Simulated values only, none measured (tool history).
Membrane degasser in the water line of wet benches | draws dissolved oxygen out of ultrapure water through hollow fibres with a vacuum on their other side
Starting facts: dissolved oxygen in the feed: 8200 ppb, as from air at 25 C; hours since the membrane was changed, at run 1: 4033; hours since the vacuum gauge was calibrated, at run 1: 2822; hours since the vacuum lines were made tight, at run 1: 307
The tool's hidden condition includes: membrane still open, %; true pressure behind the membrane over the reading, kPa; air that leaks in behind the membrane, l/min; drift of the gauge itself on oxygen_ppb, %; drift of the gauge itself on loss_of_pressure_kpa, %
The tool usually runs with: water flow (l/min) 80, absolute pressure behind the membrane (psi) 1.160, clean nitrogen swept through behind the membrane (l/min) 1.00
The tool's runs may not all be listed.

| run | hour | water flow (l/min) | absolute pressure behind the membrane (psi) | clean nitrogen swept through behind the membrane (l/min) | hours since the membrane was changed | hours since the vacuum gauge was calibrated | hours since the vacuum lines were made tight | dissolved oxygen in the water behind the degasser (ppb) | pressure that the water loses in the fibres (psi) |
|---|---|---|---|---|---|---|---|---|---|
| 1 | 0.0 | 80 | 1.160 | 1.00 | 4033 | 2822 | 307 | 940.2 | 5.802 |
| 2 | 130.1 | 80 | 1.160 | 1.00 | 4163 | 2952 | 437 | 930.4 | 5.781 |
| 3 | 240.1 | 80 | 1.160 | 1.00 | 4273 | 3062 | 547 | 952.1 | 5.839 |
| 4 | 342.1 | 80 | 1.160 | 1.00 | 4375 | 3164 | 649 | 934.4 | 5.858 |
|  | 360.1 | vacuum gauge calibrated |
| 5 | 459.5 | 80 | 1.160 | 1.00 | 4492 | 99 | 766 | 908.2 | 5.825 |
| 6 | 613.0 | 80 | 2.168 | 1.00 | 4646 | 253 | 920 | 1625.7 | 5.833 |
| 7 | 740.2 | 80 | 2.168 | 1.00 | 4773 | 380 | 1047 | 1627.6 | 5.833 |
| 8 | 851.5 | 80 | 1.160 | 1.00 | 4884 | 491 | 1158 | 918.9 | 5.813 |
| 9 | 960.7 | 80 | 1.160 | 1.00 | 4993 | 601 | 1267 | 905.5 | 5.867 |
| 10 | 1024.0 | 80 | 1.160 | 1.00 | 5057 | 664 | 1331 | 923.5 | 5.903 |
| 11 | 1169.4 | 80 | 2.134 | 0.50 | 5202 | 809 | 1476 | 2215.4 | 5.871 |
| 12 | 1250.9 | 118 | 1.063 | 0.50 | 5284 | 891 | 1557 | 1401.9 | 8.649 |
| 13 | 1401.9 | 48 | 1.063 | 0.65 | 5435 | 1042 | 1708 | 666.8 | 3.539 |
| 14 | 1527.5 | 48 | 1.063 | 0.65 | 5560 | 1167 | 1834 | 696.9 | 3.464 |
| 15 | 1667.8 | 80 | 1.160 | 2.14 | 5700 | 1308 | 1974 | 697.4 | 5.875 |
| 16 | 1779.7 | 80 | 1.160 | 2.14 | 5812 | 1420 | 2086 | 682.4 | 5.858 |

Each row is a separate what-if for the run after 16, all from the same tool condition, not one after another. Results?
| A | 1859.5 | 63 | 1.036 | 1.00 | 5892 | 1499 | 2166 | ? | ? |
| B | 1859.5 | 84 | 1.716 | 2.98 | 5892 | 1499 | 2166 | ? | ? |
| C | 1859.5 | 84 | 2.279 | 0.99 | 5892 | 1499 | 2166 | ? | ? |
| D | 1859.5 | 119 | 1.160 | 1.00 | 5892 | 1499 | 2166 | ? | ? |

| run | dissolved oxygen in the water behind the degasser (ppb) | pressure that the water loses in the fibres (psi) |
|---|---|---|
| A | 689.4 | 4.592 |
| B | 845.1 | 6.179 |
| C | 1784.9 | 6.226 |
| D | 1246.4 | 8.804 |
Stripped of hidden state, with their random variation kept, the same runs would have yielded:
| run | dissolved oxygen in the water behind the degasser (ppb) | pressure that the water loses in the fibres (psi) |
|---|---|---|
| A | 654.0 | 4.419 |
| B | 804.0 | 5.947 |
| C | 1751.1 | 5.994 |
| D | 1194.6 | 8.475 |
